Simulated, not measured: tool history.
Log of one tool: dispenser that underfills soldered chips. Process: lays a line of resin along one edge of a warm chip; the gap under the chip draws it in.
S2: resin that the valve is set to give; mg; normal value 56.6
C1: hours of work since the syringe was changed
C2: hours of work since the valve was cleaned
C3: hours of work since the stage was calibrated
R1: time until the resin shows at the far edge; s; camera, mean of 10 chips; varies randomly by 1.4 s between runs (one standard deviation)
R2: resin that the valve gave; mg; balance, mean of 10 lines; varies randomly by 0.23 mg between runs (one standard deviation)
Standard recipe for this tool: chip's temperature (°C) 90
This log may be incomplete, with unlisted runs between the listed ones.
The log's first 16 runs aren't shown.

-- day=4.112 new syringe of resin
run 17 day=4.350 | chip's_temperature_(°C)=90 S2=56.6 | C1=4 C2=46 C3=270 | R1=162.3 R2=54.64
-- day=4.442 new syringe of resin
run 18 day=4.579 | chip's_temperature_(°C)=90 S2=56.6 | C1=2 C2=50 C3=274 | R1=153.3 R2=54.63
-- day=4.775 new syringe of resin
run 19 day=4.933 | chip's_temperature_(°C)=90 S2=56.6 | C1=3 C2=56 C3=280 | R1=158.2 R2=54.23
-- day=5.108 new syringe of resin
run 20 day=5.108 | chip's_temperature_(°C)=96 S2=52.7 | C1=0 C2=59 C3=283 | R1=118.7 R2=50.73
-- day=5.438 new syringe of resin
-- day=5.479 dispensing valve cleaned and set on the balance
run 21 day=5.488 | chip's_temperature_(°C)=90 S2=48.8 | C1=0 C2=0 C3=289 | R1=142.5 R2=49.08
run 22 day=5.762 | chip's_temperature_(°C)=90 S2=48.8 | C1=5 C2=5 C3=293 | R1=168.6 R2=48.05
-- day=5.804 new syringe of resin
run 23 day=6.046 | chip's_temperature_(°C)=90 S2=48.8 | C1=4 C2=10 C3=298 | R1=170.4 R2=48.50
-- day=6.138 new syringe of resin
run 24 day=6.400 | chip's_temperature_(°C)=103 S2=61.0 | C1=5 C2=15 C3=304 | R1=104.3 R2=60.11
-- day=6.467 new syringe of resin
run 25 day=6.621 | chip's_temperature_(°C)=97 S2=63.8 | C1=3 C2=19 C3=307 | R1=121.0 R2=62.85
-- day=6.788 new syringe of resin
run 26 day=6.850 | chip's_temperature_(°C)=95 S2=56.2 | C1=1 C2=23 C3=311 | R1=122.0 R2=55.09
-- day=7.121 new syringe of resin
run 27 day=7.217 | chip's_temperature_(°C)=97 S2=64.8 | C1=2 C2=29 C3=317 | R1=115.0 R2=63.28
run 28 day=7.429 | chip's_temperature_(°C)=78 S2=59.9 | C1=5 C2=33 C3=321 | R1=263.6 R2=58.02
-- day=7.471 new syringe of resin
run 29 day=7.688 | chip's_temperature_(°C)=84 S2=51.7 | C1=4 C2=37 C3=325 | R1=201.9 R2=50.01
-- day=7.804 new syringe of resin
run 30 day=7.967 | chip's_temperature_(°C)=98 S2=68.1 | C1=3 C2=41 C3=330 | R1=115.9 R2=66.50

For run 31, what comes out?
-- day=8.142 new syringe of resin
run 31 day=8.250 | chip's_temperature_(°C)=98 S2=68.1 | C1=2 C2=46 C3=334 | R1=? R2=?

R1: 112.3 s
R2: 65.17 mg
Had the tool carried no hidden state, the very same run would have given R1 103.2 s, R2 67.68 mg.
